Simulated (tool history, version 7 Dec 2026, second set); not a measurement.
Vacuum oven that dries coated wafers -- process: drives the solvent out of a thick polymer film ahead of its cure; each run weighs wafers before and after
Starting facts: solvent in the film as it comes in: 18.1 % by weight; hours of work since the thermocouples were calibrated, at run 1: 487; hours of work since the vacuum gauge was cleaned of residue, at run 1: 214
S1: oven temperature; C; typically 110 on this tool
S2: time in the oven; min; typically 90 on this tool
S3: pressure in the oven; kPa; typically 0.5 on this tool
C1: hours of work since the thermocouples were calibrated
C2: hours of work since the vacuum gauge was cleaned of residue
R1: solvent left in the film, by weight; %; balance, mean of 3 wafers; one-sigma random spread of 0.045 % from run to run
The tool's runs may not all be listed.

run 1 hour=0 | S1=110 S2=90 S3=0.5 | C1=487 C2=214 | R1=1.59
run 2 hour=45.5 | S1=110 S2=90 S3=0.5 | C1=514 C2=241 | R1=1.57
run 3 hour=102.8 | S1=110 S2=90 S3=0.5 | C1=548 C2=275 | R1=1.66
run 4 hour=181.4 | S1=110 S2=90 S3=0.5 | C1=594 C2=322 | R1=1.72
run 5 hour=227.7 | S1=110 S2=61 S3=0.5 | C1=622 C2=349 | R1=3.19
run 6 hour=301.8 | S1=110 S2=134 S3=0.5 | C1=666 C2=393 | R1=0.77
run 7 hour=343.9 | S1=110 S2=134 S3=0.5 | C1=691 C2=418 | R1=0.82
run 8 hour=392.7 | S1=110 S2=134 S3=0.5 | C1=720 C2=447 | R1=0.77
run 9 hour=444.4 | S1=110 S2=134 S3=0.5 | C1=751 C2=478 | R1=0.71
run 10 hour=486.7 | S1=110 S2=46 S3=0.5 | C1=776 C2=503 | R1=4.67
run 11 hour=526.3 | S1=110 S2=46 S3=0.5 | C1=799 C2=527 | R1=4.61
run 12 hour=562.4 | S1=110 S2=46 S3=0.5 | C1=821 C2=548 | R1=4.79
run 13 hour=633.3 | S1=110 S2=46 S3=0.5 | C1=863 C2=590 | R1=4.82
run 14 hour=670.1 | S1=110 S2=90 S3=0.5 | C1=885 C2=612 | R1=1.7
run 15 hour=707.1 | S1=119 S2=90 S3=0.5 | C1=907 C2=634 | R1=0.8
run 16 hour=744.5 | S1=119 S2=90 S3=0.5 | C1=929 C2=656 | R1=0.83
run 17 hour=805.8 | S1=119 S2=74 S3=0.5 | C1=965 C2=692 | R1=1.39
run 18 hour=851.7 | S1=114 S2=90 S3=0.5 | C1=992 C2=720 | R1=1.33
run 19 hour=931.2 | S1=114 S2=90 S3=0.5 | C1=1040 C2=767 | R1=1.26
run 20 hour=982.7 | S1=120 S2=90 S3=0.5 | C1=1070 C2=797 | R1=0.85
run 21 hour=1020.2 | S1=120 S2=90 S3=0.5 | C1=1093 C2=820 | R1=0.81
run 22 hour=1064.9 | S1=110 S2=90 S3=0.325 | C1=1119 C2=846 | R1=1.8
run 23 hour=1099.1 | S1=110 S2=115 S3=0.325 | C1=1139 C2=867 | R1=1.12
run 24 hour=1178.5 | S1=113 S2=65 S3=0.309 | C1=1187 C2=914 | R1=2.62
run 25 hour=1245.4 | S1=102 S2=65 S3=0.309 | C1=1226 C2=953 | R1=4.62
-- hour=1295.2 oven's thermocouples calibrated
run 26 hour=1297.4 | S1=102 S2=65 S3=0.309 | C1=1 C2=983 | R1=4.62
run 27 hour=1368.1 | S1=102 S2=155 S3=0.485 | C1=43 C2=1025 | R1=1.26
run 28 hour=1445.9 | S1=102 S2=155 S3=0.485 | C1=89 C2=1071 | R1=1.35
run 29 hour=1519.7 | S1=120 S2=90 S3=1.779 | C1=133 C2=1115 | R1=1.27
run 30 hour=1582.1 | S1=110 S2=90 S3=1.164 | C1=170 C2=1152 | R1=2.29
run 31 hour=1636.8 | S1=110 S2=90 S3=1.164 | C1=203 C2=1185 | R1=2.33
-- hour=1651.3 oven's thermocouples calibrated, once more
run 32 hour=1718.4 | S1=107 S2=147 S3=0.628 | C1=40 C2=1232 | R1=0.91
run 33 hour=1798.1 | S1=98 S2=80 S3=0.714 | C1=87 C2=1279 | R1=4.28
run 34 hour=1837.9 | S1=97 S2=85 S3=0.676 | C1=111 C2=1303 | R1=4.13
run 35 hour=1887.8 | S1=97 S2=85 S3=0.676 | C1=140 C2=1333 | R1=4.15
run 36 hour=1933.2 | S1=97 S2=85 S3=0.676 | C1=167 C2=1359 | R1=4.18
run 37 hour=1978.4 | S1=106 S2=66 S3=0.5 | C1=194 C2=1386 | R1=3.62
run 38 hour=2036 | S1=110 S2=50 S3=0.405 | C1=228 C2=1421 | R1=4.11
run 39 hour=2075.2 | S1=120 S2=48 S3=0.5 | C1=252 C2=1444 | R1=2.7
run 40 hour=2112 | S1=115 S2=57 S3=1.63 | C1=274 C2=1466 | R1=3.12
run 41 hour=2186.4 | S1=115 S2=57 S3=1.63 | C1=318 C2=1510 | R1=3.12
run 42 hour=2265 | S1=115 S2=57 S3=1.63 | C1=364 C2=1556 | R1=3.16
-- hour=2304.7 vacuum gauge cleaned of residue and calibrated
run 43 hour=2346.4 | S1=120 S2=90 S3=0.731 | C1=412 C2=25 | R1=0.74
run 44 hour=2417.8 | S1=121 S2=91 S3=1.583 | C1=454 C2=67 | R1=0.93
run 45 hour=2478.1 | S1=121 S2=91 S3=1.583 | C1=490 C2=103 | R1=0.95
run 46 hour=2551.2 | S1=97 S2=53 S3=0.335 | C1=533 C2=146 | R1=6.33

Entry by entry between the runs, the difference in hidden state between the last listed run before and the first listed run after:
Runs 25 to 26: oven's thermocouples calibrated (hour 1295.2)
  true wafer temperature over the reading, C: -1.55 -> -1.91; true pressure over the reading, kPa: 0.373 -> 0.383
  measured value less the no-hidden-state value, R1: +0.47 -> +0.54 %
Runs 31 to 32: oven's thermocouples calibrated, once more (hour 1651.3)
  true wafer temperature over the reading, C: -2.22 -> 0.35; true pressure over the reading, kPa: 0.46 -> 0.479
  measured value less the no-hidden-state value, R1: +0.48 -> +0.19 %
Runs 42 to 43: vacuum gauge cleaned of residue and calibrated (hour 2304.7)
  true wafer temperature over the reading, C: -0.12 -> -0.19; true pressure over the reading, kPa: 0.607 -> 0.019
  measured value less the no-hidden-state value, R1: +0.2 -> +0.02 %
